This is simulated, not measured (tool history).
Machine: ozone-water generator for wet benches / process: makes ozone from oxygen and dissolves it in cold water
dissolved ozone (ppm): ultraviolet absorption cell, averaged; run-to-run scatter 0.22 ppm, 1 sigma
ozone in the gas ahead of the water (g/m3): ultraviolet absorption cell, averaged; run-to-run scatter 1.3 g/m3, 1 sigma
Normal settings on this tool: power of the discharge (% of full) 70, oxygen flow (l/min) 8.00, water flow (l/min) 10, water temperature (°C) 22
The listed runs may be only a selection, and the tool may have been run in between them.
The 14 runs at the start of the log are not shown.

run,hour,power of the discharge (% of full),oxygen flow (l/min),water flow (l/min),water temperature (°C),dissolved ozone (ppm),ozone in the gas ahead of the water (g/m3)
15,955.0,70,5.49,10,22,36.4,289.4
16,1008.4,70,5.49,10,19,38.5,292.9
17,1061.3,48,8.02,15,22,19.4,186.2
18,1146.5,41,4.64,9,19,31.3,235.1
19,1228.7,41,4.64,9,19,31.7,234.6
# hour 1239.5: water thermometer calibrated
20,1321.0,81,5.99,10,24,36.9,303.2
21,1400.3,81,11.01,8,19,38.1,209.2
22,1464.7,81,11.01,8,19,37.9,209.1
23,1526.1,70,8.00,7,20,41.5,231.8
24,1605.5,47,8.00,7,16,36.2,183.5
25,1702.8,47,8.00,7,16,36.2,183.5
26,1775.9,59,8.00,9,16,35.6,209.6
27,1821.1,59,8.00,9,16,35.9,208.4
28,1909.6,47,5.27,8,16,37.9,237.1

Forecast run 29:
29,1952.9,47,5.27,8,16,?,?

dissolved ozone (ppm): 37.9
ozone in the gas ahead of the water (g/m3): 234.9
The same run, on a tool lacking any hidden state, would have yielded dissolved ozone (ppm) 38.0, ozone in the gas ahead of the water (g/m3) 235.0.

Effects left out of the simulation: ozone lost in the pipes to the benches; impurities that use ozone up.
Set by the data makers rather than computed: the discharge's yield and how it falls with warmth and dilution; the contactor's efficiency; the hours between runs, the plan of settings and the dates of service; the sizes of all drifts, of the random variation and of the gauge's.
